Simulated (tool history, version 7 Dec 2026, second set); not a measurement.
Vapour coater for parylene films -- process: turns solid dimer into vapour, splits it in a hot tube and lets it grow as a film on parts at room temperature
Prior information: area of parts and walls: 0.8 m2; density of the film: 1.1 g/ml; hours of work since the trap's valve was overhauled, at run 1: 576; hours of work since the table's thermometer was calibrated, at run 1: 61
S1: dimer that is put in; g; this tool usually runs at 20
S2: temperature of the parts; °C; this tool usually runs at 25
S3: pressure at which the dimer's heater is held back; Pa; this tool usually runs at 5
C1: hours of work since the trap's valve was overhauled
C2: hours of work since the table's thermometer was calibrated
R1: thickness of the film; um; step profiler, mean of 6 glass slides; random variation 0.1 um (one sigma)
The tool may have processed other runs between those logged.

| run | day | S1 | S2 | S3 | C1 | C2 | R1 |
|---|---|---|---|---|---|---|---|
| 1 | 0 | 20 | 25 | 5 | 576 | 61 | 11.22 |
| 2 | 0.554 | 20 | 25 | 5 | 587 | 72 | 11.12 |
| 3 | 1.312 | 20 | 25 | 5 | 602 | 87 | 11.22 |
|  | 2.046 | trap's valve overhauled |
| 4 | 2.362 | 20 | 25 | 5 | 6 | 105 | 12.75 |
| 5 | 3.288 | 20 | 25 | 5 | 25 | 124 | 12.75 |
| 6 | 4.162 | 20 | 25 | 2.88 | 43 | 141 | 14.58 |
| 7 | 4.983 | 20 | 25 | 2.88 | 59 | 158 | 14.36 |
| 8 | 5.929 | 20 | 25 | 2.88 | 78 | 177 | 14.13 |
| 9 | 6.946 | 20 | 25 | 5 | 99 | 198 | 12.7 |
| 10 | 7.75 | 27 | 25 | 5 | 115 | 214 | 16.79 |
| 11 | 8.383 | 27 | 20 | 5 | 128 | 226 | 19.34 |
| 12 | 8.95 | 12 | 29 | 6.84 | 139 | 238 | 6.31 |
| 13 | 9.95 | 12 | 29 | 6.84 | 159 | 258 | 6.17 |
| 14 | 10.771 | 9 | 26 | 8.16 | 176 | 275 | 4.73 |
| 15 | 11.658 | 20 | 21 | 5.09 | 194 | 292 | 13.47 |
| 16 | 12.696 | 22 | 30 | 5.81 | 215 | 313 | 11.5 |
| 17 | 13.604 | 22 | 30 | 5.81 | 233 | 332 | 11.42 |
| 18 | 14.575 | 21 | 22 | 5.81 | 252 | 351 | 13.27 |
| 19 | 15.488 | 27 | 30 | 5.81 | 271 | 370 | 13.73 |
| 20 | 16.208 | 16 | 22 | 3.39 | 285 | 384 | 11.45 |
| 21 | 16.733 | 29 | 22 | 5.67 | 296 | 395 | 18.02 |

Branching from run 21: 5 alternative next runs. What would each branch give?
| A | 17.733 | 22 | 26 | 7.27 | 316 | 415 | ? |
| B | 17.733 | 11 | 22 | 5.67 | 316 | 415 | ? |
| C | 17.733 | 19 | 25 | 8.26 | 316 | 415 | ? |
| D | 17.733 | 20 | 25 | 2.96 | 316 | 415 | ? |
| E | 17.733 | 20 | 25 | 8.34 | 316 | 415 | ? |

| run | R1 |
|---|---|
| A | 11.73 |
| B | 6.73 |
| C | 10.13 |
| D | 13.45 |
| E | 10.59 |
Without the tool's hidden state the same runs would have given:
| run | R1 |
|---|---|
| A | 12.51 |
| B | 7.18 |
| C | 10.8 |
| D | 14.35 |
| E | 11.3 |
